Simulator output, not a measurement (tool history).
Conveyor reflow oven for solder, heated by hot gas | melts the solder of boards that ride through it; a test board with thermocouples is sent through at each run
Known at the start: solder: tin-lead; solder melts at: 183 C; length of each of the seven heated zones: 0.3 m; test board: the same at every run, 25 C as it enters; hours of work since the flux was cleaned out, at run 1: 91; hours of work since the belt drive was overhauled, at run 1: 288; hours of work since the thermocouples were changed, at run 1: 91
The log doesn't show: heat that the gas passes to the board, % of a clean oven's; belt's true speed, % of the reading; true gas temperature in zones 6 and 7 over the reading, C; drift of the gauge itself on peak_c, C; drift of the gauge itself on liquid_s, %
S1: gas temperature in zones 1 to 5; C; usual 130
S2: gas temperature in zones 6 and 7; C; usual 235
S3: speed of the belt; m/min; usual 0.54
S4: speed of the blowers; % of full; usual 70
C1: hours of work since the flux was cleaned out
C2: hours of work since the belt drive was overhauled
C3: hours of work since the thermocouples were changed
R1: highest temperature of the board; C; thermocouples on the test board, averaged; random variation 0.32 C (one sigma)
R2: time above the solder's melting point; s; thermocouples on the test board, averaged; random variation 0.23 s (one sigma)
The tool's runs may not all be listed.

{"run": 1, "hour": 0.0, "S1": 130, "S2": 235, "S3": 0.54, "S4": 70, "C1": 91, "C2": 288, "C3": 91, "R1": 218.4, "R2": 49.1}
{"run": 2, "hour": 62.7, "S1": 130, "S2": 235, "S3": 0.54, "S4": 70, "C1": 121, "C2": 318, "C3": 121, "R1": 219.1, "R2": 49.4}
{"run": 3, "hour": 97.7, "S1": 130, "S2": 235, "S3": 0.54, "S4": 70, "C1": 137, "C2": 334, "C3": 137, "R1": 218.9, "R2": 49.1}
{"hour": 157.3, "done": "flux residue cleaned out of gas plates and filters"}
{"run": 4, "hour": 159.4, "S1": 142, "S2": 235, "S3": 0.54, "S4": 70, "C1": 1, "C2": 361, "C3": 164, "R1": 220.9, "R2": 53.8}
{"run": 5, "hour": 215.1, "S1": 142, "S2": 235, "S3": 0.54, "S4": 70, "C1": 28, "C2": 388, "C3": 191, "R1": 221.2, "R2": 53.5}
{"run": 6, "hour": 247.9, "S1": 142, "S2": 235, "S3": 0.54, "S4": 70, "C1": 43, "C2": 404, "C3": 207, "R1": 220.9, "R2": 53.9}
{"run": 7, "hour": 302.3, "S1": 130, "S2": 235, "S3": 0.54, "S4": 70, "C1": 69, "C2": 430, "C3": 233, "R1": 219.5, "R2": 49}
{"run": 8, "hour": 332.6, "S1": 130, "S2": 224, "S3": 0.54, "S4": 70, "C1": 84, "C2": 444, "C3": 247, "R1": 208.7, "R2": 42.5}
{"run": 9, "hour": 384.2, "S1": 130, "S2": 224, "S3": 0.54, "S4": 70, "C1": 108, "C2": 469, "C3": 272, "R1": 209, "R2": 41.9}
{"run": 10, "hour": 423.7, "S1": 130, "S2": 224, "S3": 0.54, "S4": 70, "C1": 127, "C2": 488, "C3": 291, "R1": 209.4, "R2": 42.7}
{"run": 11, "hour": 482.9, "S1": 130, "S2": 224, "S3": 0.54, "S4": 70, "C1": 156, "C2": 516, "C3": 319, "R1": 209.1, "R2": 42.2}
{"hour": 505.0, "done": "flux residue cleaned out of gas plates and filters"}
{"run": 12, "hour": 532.8, "S1": 130, "S2": 235, "S3": 0.54, "S4": 70, "C1": 13, "C2": 537, "C3": 340, "R1": 219.2, "R2": 48.9}
{"run": 13, "hour": 561.3, "S1": 144, "S2": 235, "S3": 0.54, "S4": 70, "C1": 27, "C2": 551, "C3": 354, "R1": 221.1, "R2": 54.7}
{"run": 14, "hour": 621.6, "S1": 144, "S2": 226, "S3": 0.54, "S4": 70, "C1": 56, "C2": 580, "C3": 383, "R1": 212.9, "R2": 49.8}
{"run": 15, "hour": 666.7, "S1": 130, "S2": 235, "S3": 0.54, "S4": 70, "C1": 77, "C2": 601, "C3": 404, "R1": 219.1, "R2": 49.2}
{"run": 16, "hour": 700.2, "S1": 130, "S2": 235, "S3": 0.54, "S4": 70, "C1": 93, "C2": 617, "C3": 420, "R1": 218.8, "R2": 49.3}
{"run": 17, "hour": 759.3, "S1": 130, "S2": 230, "S3": 0.54, "S4": 70, "C1": 122, "C2": 646, "C3": 449, "R1": 215, "R2": 46.7}
{"run": 18, "hour": 798.8, "S1": 124, "S2": 224, "S3": 0.6, "S4": 70, "C1": 140, "C2": 664, "C3": 468, "R1": 205, "R2": 32.2}
{"hour": 853.4, "done": "flux residue cleaned out of gas plates and filters"}
{"run": 19, "hour": 860.6, "S1": 137, "S2": 225, "S3": 0.465, "S4": 57, "C1": 3, "C2": 692, "C3": 495, "R1": 212, "R2": 54.7}
{"run": 20, "hour": 923.3, "S1": 130, "S2": 246, "S3": 0.54, "S4": 65, "C1": 33, "C2": 722, "C3": 525, "R1": 227.7, "R2": 53.7}
{"run": 21, "hour": 972.0, "S1": 130, "S2": 246, "S3": 0.54, "S4": 65, "C1": 57, "C2": 745, "C3": 548, "R1": 227.1, "R2": 53.2}
{"run": 22, "hour": 1020.2, "S1": 135, "S2": 247, "S3": 0.452, "S4": 65, "C1": 80, "C2": 768, "C3": 571, "R1": 234.7, "R2": 70.5}
{"run": 23, "hour": 1073.7, "S1": 130, "S2": 243, "S3": 0.61, "S4": 72, "C1": 105, "C2": 793, "C3": 597, "R1": 222.5, "R2": 44.6}
{"hour": 1083.8, "done": "thermocouples of zones 6 and 7 changed"}
{"run": 24, "hour": 1109.3, "S1": 124, "S2": 232, "S3": 0.648, "S4": 54, "C1": 121, "C2": 810, "C3": 12, "R1": 203.7, "R2": 26.6}
{"run": 25, "hour": 1168.1, "S1": 136, "S2": 235, "S3": 0.54, "S4": 55, "C1": 149, "C2": 838, "C3": 40, "R1": 216, "R2": 47.7}
{"hour": 1201.9, "done": "flux residue cleaned out of gas plates and filters"}
{"run": 26, "hour": 1222.5, "S1": 116, "S2": 235, "S3": 0.54, "S4": 63, "C1": 10, "C2": 861, "C3": 64, "R1": 214.5, "R2": 42.3}
{"run": 27, "hour": 1283.3, "S1": 130, "S2": 238, "S3": 0.616, "S4": 55, "C1": 39, "C2": 890, "C3": 93, "R1": 212, "R2": 37.3}
{"run": 28, "hour": 1346.4, "S1": 130, "S2": 238, "S3": 0.485, "S4": 55, "C1": 69, "C2": 920, "C3": 123, "R1": 220.8, "R2": 56.4}
{"run": 29, "hour": 1405.9, "S1": 129, "S2": 223, "S3": 0.58, "S4": 70, "C1": 97, "C2": 949, "C3": 151, "R1": 206.5, "R2": 35.8}
{"run": 30, "hour": 1460.8, "S1": 130, "S2": 235, "S3": 0.468, "S4": 70, "C1": 124, "C2": 975, "C3": 178, "R1": 223.3, "R2": 60.4}
{"run": 31, "hour": 1523.1, "S1": 135, "S2": 235, "S3": 0.468, "S4": 70, "C1": 153, "C2": 1005, "C3": 207, "R1": 223.8, "R2": 62.4}

Forecast each of these 3 alternatives for the next run:
{"hour": 1547.5, "done": "flux residue cleaned out of gas plates and filters"}
{"run": "A", "hour": 1555.2, "S1": 135, "S2": 244, "S3": 0.474, "S4": 64, "C1": 4, "C2": 1018, "C3": 220, "R1": "?", "R2": "?"}
{"hour": 1547.5, "done": "flux residue cleaned out of gas plates and filters"}
{"run": "B", "hour": 1555.2, "S1": 142, "S2": 245, "S3": 0.468, "S4": 58, "C1": 4, "C2": 1018, "C3": 220, "R1": "?", "R2": "?"}
{"hour": 1547.5, "done": "flux residue cleaned out of gas plates and filters"}
{"run": "C", "hour": 1555.2, "S1": 135, "S2": 235, "S3": 0.465, "S4": 70, "C1": 4, "C2": 1018, "C3": 220, "R1": "?", "R2": "?"}

run=A R1=230.2 R2=64.5
run=B R1=230.9 R2=68
run=C R1=225 R2=63.2
Without the tool's hidden state the same runs would have given:
run=A R1=230.2 R2=64.5
run=B R1=230.9 R2=67.9
run=C R1=225 R2=63.1
